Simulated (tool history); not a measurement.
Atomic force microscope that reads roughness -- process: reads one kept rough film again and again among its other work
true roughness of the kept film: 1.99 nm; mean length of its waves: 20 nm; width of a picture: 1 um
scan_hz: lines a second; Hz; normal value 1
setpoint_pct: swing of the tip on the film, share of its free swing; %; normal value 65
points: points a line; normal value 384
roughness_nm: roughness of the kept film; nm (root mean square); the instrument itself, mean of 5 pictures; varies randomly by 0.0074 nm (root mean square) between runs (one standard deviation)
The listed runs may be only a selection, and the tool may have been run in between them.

run,hour,scan_hz,setpoint_pct,points,roughness_nm
1,0,1,65,384,1.402
2,27.9,1,65,384,1.394
3,59.8,1,82,384,1.278
4,84.3,3.19,65,384,1.228
5,105.8,0.55,65,384,1.381
# hour 119.2: new tip fitted
6,137,1,63,384,1.567
7,163.9,1,85,384,1.399
8,191,1,85,384,1.395
9,213.5,2.05,64,346,1.415
10,244.3,2.05,64,346,1.402
11,265.9,1.3,61,346,1.452
12,280.3,1.3,61,346,1.43
13,308.4,2.66,74,415,1.22

Alternative continuations, all from the tool just after run 13; predict every row:
A,334.8,1,55,384,?
B,334.8,1.83,65,438,?
C,334.8,1.23,57,869,?

run,roughness_nm
A,1.445
B,1.355
C,1.438
Stripped of hidden state, with their random variation kept, the same runs would have yielded:
run,roughness_nm
A,1.606
B,1.507
C,1.598
